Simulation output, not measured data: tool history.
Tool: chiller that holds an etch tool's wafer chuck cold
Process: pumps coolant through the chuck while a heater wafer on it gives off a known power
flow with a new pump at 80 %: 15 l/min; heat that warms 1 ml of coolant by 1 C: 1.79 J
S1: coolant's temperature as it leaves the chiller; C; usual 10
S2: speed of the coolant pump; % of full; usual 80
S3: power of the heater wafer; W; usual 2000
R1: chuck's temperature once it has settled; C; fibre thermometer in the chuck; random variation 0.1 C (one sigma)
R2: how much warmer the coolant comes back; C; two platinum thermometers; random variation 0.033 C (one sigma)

Run 1, hour 0: usual settings. Result: R1 23 C, R2 4.44 C.
Run 2, hour 68.9: usual settings but S3 1749 W. Result: R1 21.4 C, R2 3.93 C.
Run 3, hour 100.4: usual settings but S3 1749 W. Result: R1 21.5 C, R2 3.86 C.
Run 4, hour 165.8: usual settings but S3 1749 W. Result: R1 21.5 C, R2 3.96 C.
Run 5, hour 235.7: usual settings but S3 1039 W. Result: R1 16.6 C, R2 2.31 C.
Run 6, hour 304.1: usual settings but S2 79 % of full. Result: R1 23.3 C, R2 4.53 C.
Run 7, hour 372.5: usual settings but S2 79 % of full. Result: R1 23.3 C, R2 4.5 C.
Run 8, hour 450.5: usual settings but S1 2 C. Result: R1 15.2 C, R2 4.5 C.
Run 9, hour 528.7: usual settings but S2 96 % of full. Result: R1 21 C, R2 3.65 C.
Run 10, hour 588.1: usual settings but S3 2216 W. Result: R1 24.3 C, R2 4.9 C.
Run 11, hour 635.8: usual settings but S3 2216 W. Result: R1 24.4 C, R2 4.96 C.
Run 12, hour 682.8: usual settings but S1 9 C, S2 64 % of full. Result: R1 25 C, R2 5.67 C.
Run 13, hour 720.4: usual settings but S3 1924 W. Result: R1 22.6 C, R2 4.36 C.
Run 14, hour 794.1: usual settings but S1 6 C, S2 84 % of full, S3 2685 W. Result: R1 22.8 C, R2 5.67 C.
Run 15, hour 866.5: usual settings but S2 65 % of full. Result: R1 26 C, R2 5.56 C.
Run 16, hour 919.9: usual settings but S2 65 % of full. Result: R1 25.8 C, R2 5.59 C.
Run 17, hour 965.6: usual settings but S2 65 % of full. Result: R1 25.9 C, R2 5.57 C.
Run 18, hour 1035.8: usual settings but S1 0 C, S2 69 % of full, S3 1067 W. Result: R1 8 C, R2 2.85 C.

The next listed run, before its measurement:
Run 19, hour 1079.8: usual settings but S1 14 C, S2 81 % of full, S3 1097 W. Result: R1 ?, R2 ?.

{"run 19": {"R1": 21.1, "R2": 2.4}}
Without the tool's hidden state the same run would have given R1 21.1 C, R2 2.39 C.
